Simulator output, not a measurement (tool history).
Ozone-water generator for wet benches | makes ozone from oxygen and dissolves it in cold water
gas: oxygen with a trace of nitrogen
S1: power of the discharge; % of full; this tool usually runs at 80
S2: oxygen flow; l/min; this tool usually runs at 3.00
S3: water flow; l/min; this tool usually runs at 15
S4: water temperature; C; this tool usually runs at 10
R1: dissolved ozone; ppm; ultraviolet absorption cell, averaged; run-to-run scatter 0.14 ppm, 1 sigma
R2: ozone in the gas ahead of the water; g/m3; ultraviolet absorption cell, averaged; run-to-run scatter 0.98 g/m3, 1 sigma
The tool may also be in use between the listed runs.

run 1 hour=0.0 | S1=80 S2=3.00 S3=15 S4=10 | R1=15.2 R2=165.1
run 2 hour=49.4 | S1=80 S2=3.00 S3=15 S4=10 | R1=15.1 R2=165.2
run 3 hour=148.6 | S1=80 S2=3.00 S3=15 S4=10 | R1=15.0 R2=164.0
run 4 hour=227.3 | S1=80 S2=3.00 S3=15 S4=10 | R1=15.1 R2=165.5
run 5 hour=310.2 | S1=80 S2=3.00 S3=15 S4=10 | R1=15.0 R2=163.0
run 6 hour=379.1 | S1=80 S2=3.00 S3=15 S4=10 | R1=15.0 R2=164.6
run 7 hour=445.7 | S1=80 S2=3.00 S3=15 S4=10 | R1=15.1 R2=164.5
run 8 hour=518.9 | S1=80 S2=3.00 S3=15 S4=10 | R1=15.0 R2=163.5
-- hour=606.3 water thermometer calibrated
run 9 hour=608.7 | S1=80 S2=3.00 S3=15 S4=10 | R1=14.9 R2=162.2
run 10 hour=684.9 | S1=80 S2=3.00 S3=15 S4=10 | R1=14.9 R2=164.4
run 11 hour=742.9 | S1=94 S2=3.00 S3=15 S4=10 | R1=16.3 R2=179.9
run 12 hour=794.9 | S1=94 S2=3.00 S3=15 S4=10 | R1=16.3 R2=179.9
run 13 hour=865.6 | S1=94 S2=3.00 S3=15 S4=10 | R1=16.3 R2=178.5
run 14 hour=942.9 | S1=95 S2=3.86 S3=15 S4=13 | R1=16.4 R2=158.7
run 15 hour=1029.8 | S1=91 S2=3.00 S3=15 S4=8 | R1=16.3 R2=174.6
run 16 hour=1121.5 | S1=91 S2=3.00 S3=15 S4=8 | R1=16.4 R2=176.2
run 17 hour=1213.8 | S1=99 S2=3.00 S3=16 S4=13 | R1=15.3 R2=183.5
run 18 hour=1282.5 | S1=80 S2=3.00 S3=15 S4=10 | R1=14.9 R2=161.7
run 19 hour=1381.5 | S1=80 S2=1.63 S3=15 S4=10 | R1=12.9 R2=222.5
run 20 hour=1462.9 | S1=80 S2=2.36 S3=12 S4=10 | R1=17.5 R2=184.0

Branching from run 20: 3 alternative next runs. What would each branch give?
run A hour=1541.4 | S1=80 S2=1.63 S3=12 S4=8 | R1=? R2=?
run B hour=1541.4 | S1=80 S2=1.89 S3=15 S4=14 | R1=? R2=?
run C hour=1541.4 | S1=80 S2=1.83 S3=12 S4=8 | R1=? R2=?

run=A R1=16.9 R2=224.5
run=B R1=13.0 R2=207.2
run=C R1=17.1 R2=211.3
The same runs, with their run-to-run variation unchanged, on a tool lacking any hidden condition would have given:
run=A R1=18.1 R2=235.0
run=B R1=14.0 R2=216.8
run=C R1=18.3 R2=221.1
